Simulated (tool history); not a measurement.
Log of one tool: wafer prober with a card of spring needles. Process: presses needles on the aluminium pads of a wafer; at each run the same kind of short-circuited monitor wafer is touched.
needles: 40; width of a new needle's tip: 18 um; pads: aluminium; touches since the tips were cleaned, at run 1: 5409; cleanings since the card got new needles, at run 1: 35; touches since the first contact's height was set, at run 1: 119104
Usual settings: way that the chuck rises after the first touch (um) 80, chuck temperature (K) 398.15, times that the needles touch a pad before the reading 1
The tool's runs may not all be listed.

run    hour  way that the chuck rises after the first touch (um)  chuck temperature (K)  times that the needles touch a pad before the reading  touches since the tips were cleaned  cleanings since the card got new needles  touches since the first contact's height was set  resistance of one needle with its contact and lead (mohm)  way that a needle slides on the pad (um)
  1     0.0                                                   80                 398.15                                                      1                                 5409                                        35                                            119104                                                        250                                     12.38
        3.9  -- tips cleaned on abrasive film
       22.9  -- tips cleaned on abrasive film
       41.9  -- tips cleaned on abrasive film
       60.9  -- tips cleaned on abrasive film
  2    68.4                                                   80                 398.15                                                      1                                 3457                                        39                                            150548                                                        253                                     12.37
       79.8  -- tips cleaned on abrasive film
       91.5  -- height of the first contact set anew
       99.1  -- tips cleaned on abrasive film
      114.3  -- tips cleaned on abrasive film
  3   123.9                                                   80                 398.15                                                      1                                 4414                                        42                                             14910                                                        250                                     12.37
      131.6  -- tips cleaned on abrasive film
      150.6  -- tips cleaned on abrasive film
      165.8  -- tips cleaned on abrasive film
  4   173.6                                                   80                 398.15                                                      1                                 3620                                        45                                             37771                                                        254                                     12.36
      181.3  -- tips cleaned on abrasive film
      196.5  -- tips cleaned on abrasive film
      211.7  -- tips cleaned on abrasive film
      230.7  -- tips cleaned on abrasive film
      246.0  -- tips cleaned on abrasive film
  5   250.8                                                   80                 398.15                                                      1                                 2216                                        50                                             73228                                                        248                                     12.35
      262.2  -- tips cleaned on abrasive film
      277.4  -- tips cleaned on abrasive film
      296.4  -- tips cleaned on abrasive film
      311.7  -- tips cleaned on abrasive film
      326.9  -- tips cleaned on abrasive film
  6   334.3                                                   80                 398.15                                                      1                                 3407                                        55                                            111621                                                        249                                     12.35
      345.6  -- tips cleaned on abrasive film
      364.6  -- tips cleaned on abrasive film
      383.6  -- tips cleaned on abrasive film
      398.8  -- tips cleaned on abrasive film
  7   404.6                                                   80                 398.15                                                      1                                 2659                                        59                                            143959                                                        255                                     12.37
      416.0  -- tips cleaned on abrasive film
      435.0  -- tips cleaned on abrasive film
      442.9  -- height of the first contact set anew
      454.2  -- tips cleaned on abrasive film
      469.4  -- tips cleaned on abrasive film
      487.8  -- tips cleaned on abrasive film
  8   487.8                                                   80                 316.15                                                      1                                    0                                        64                                             20645                                                        228                                     12.36
      506.8  -- tips cleaned on abrasive film
      522.0  -- tips cleaned on abrasive film
      541.0  -- tips cleaned on abrasive film
      556.2  -- tips cleaned on abrasive film
  9   564.0                                                   80                 394.15                                                      1                                 3578                                        68                                             55695                                                        249                                     12.34
      571.6  -- tips cleaned on abrasive film
      586.8  -- tips cleaned on abrasive film
      605.8  -- tips cleaned on abrasive film
      624.8  -- tips cleaned on abrasive film
      643.8  -- tips cleaned on abrasive film
 10   652.7                                                   80                 398.15                                                      1                                 4096                                        73                                             96496                                                        252                                     12.33
      660.3  -- tips cleaned on abrasive film
      679.2  -- tips cleaned on abrasive film
 11   690.4                                                   80                 398.15                                                      1                                 5147                                        75                                            113843                                                        251                                     12.32
      698.0  -- tips cleaned on abrasive film
      717.0  -- tips cleaned on abrasive film
      732.3  -- tips cleaned on abrasive film
      747.5  -- tips cleaned on abrasive film
      766.4  -- tips cleaned on abrasive film
 12   770.4                                                   80                 398.15                                                      1                                 1882                                        80                                            150654                                                        251                                     12.34
      781.9  -- tips cleaned on abrasive film
      793.5  -- height of the first contact set anew
      801.2  -- tips cleaned on abrasive film
      816.4  -- tips cleaned on abrasive film
 13   819.3                                                   80                 398.15                                                      1                                 1308                                        83                                             11803                                                        250                                     12.35
      834.5  -- tips cleaned on abrasive film
      853.4  -- tips cleaned on abrasive film
      868.6  -- tips cleaned on abrasive film
      887.6  -- tips cleaned on abrasive film
 14   895.6                                                   98                 398.15                                                      1                                 3714                                        87                                             46956                                                        247                                     15.13
      903.3  -- tips cleaned on abrasive film
      922.1  -- tips cleaned on abrasive film
      938.6  -- tips cleaned on abrasive film
 15   938.6                                                   87                 398.15                                                      3                                    0                                        90                                             66703                                                        250                                     13.39
      953.9  -- tips cleaned on abrasive film
      969.1  -- tips cleaned on abrasive film
      984.3  -- tips cleaned on abrasive film
     1003.3  -- tips cleaned on abrasive film
 16  1016.7                                                   63                 398.15                                                      3                                 6194                                        94                                            102634                                                        254                                      9.73
     1020.6  -- tips cleaned on abrasive film
     1039.6  -- tips cleaned on abrasive film
     1058.6  -- tips cleaned on abrasive film
 17  1062.7                                                   63                 398.15                                                      3                                 1890                                        97                                            123765                                                        255                                      9.73
     1074.1  -- tips cleaned on abrasive film
     1089.3  -- tips cleaned on abrasive film
 18  1103.8                                                   84                 361.15                                                      2                                 6689                                        99                                            142698                                                        244                                     12.89
     1107.6  -- tips cleaned on abrasive film
     1126.4  -- tips cleaned on abrasive film
     1141.8  -- height of the first contact set anew
     1145.6  -- tips cleaned on abrasive film
 19  1149.7                                                   84                 361.15                                                      2                                 1871                                       102                                              3619                                                        241                                     12.95
     1161.1  -- tips cleaned on abrasive film
     1180.1  -- tips cleaned on abrasive film
     1195.3  -- tips cleaned on abrasive film
     1210.6  -- tips cleaned on abrasive film
 20  1217.5                                                   84                 361.15                                                      2                                 3203                                       106                                             34802                                                        239                                     12.94
     1228.9  -- tips cleaned on abrasive film
     1247.9  -- tips cleaned on abrasive film
     1266.9  -- tips cleaned on abrasive film
 21  1268.7                                                   80                 314.15                                                      2                                  849                                       109                                             58350                                                        229                                     12.31
     1283.9  -- tips cleaned on abrasive film
     1299.1  -- tips cleaned on abrasive film
     1318.2  -- tips cleaned on abrasive film
     1337.0  -- tips cleaned on abrasive film
 22  1346.0                                                   79                 382.15                                                      2                                 4129                                       113                                             93910                                                        247                                     12.17
     1353.6  -- tips cleaned on abrasive film
     1368.9  -- tips cleaned on abrasive film
     1384.1  -- tips cleaned on abrasive film
 23  1384.4                                                   79                 382.15                                                      2                                  149                                       116                                            111550                                                        245                                     12.15
     1399.6  -- tips cleaned on abrasive film
     1418.6  -- tips cleaned on abrasive film
 24  1423.8                                                   79                 325.15                                                      2                                 2370                                       118                                            129661                                                        236                                     12.18

Run 25 comes next. What will it give?
     1435.2  -- tips cleaned on abrasive film
     1454.2  -- tips cleaned on abrasive film
     1469.4  -- tips cleaned on abrasive film
 25  1470.8                                                   68                 310.15                                                      1                                  628                                       121                                            151277                                                          ?                                         ?

Run 25 gave resistance of one needle with its contact and lead (mohm) 231, way that a needle slides on the pad (um) 10.46.
Without the tool's hidden state the same run would have given resistance of one needle with its contact and lead (mohm) 231, way that a needle slides on the pad (um) 10.51.

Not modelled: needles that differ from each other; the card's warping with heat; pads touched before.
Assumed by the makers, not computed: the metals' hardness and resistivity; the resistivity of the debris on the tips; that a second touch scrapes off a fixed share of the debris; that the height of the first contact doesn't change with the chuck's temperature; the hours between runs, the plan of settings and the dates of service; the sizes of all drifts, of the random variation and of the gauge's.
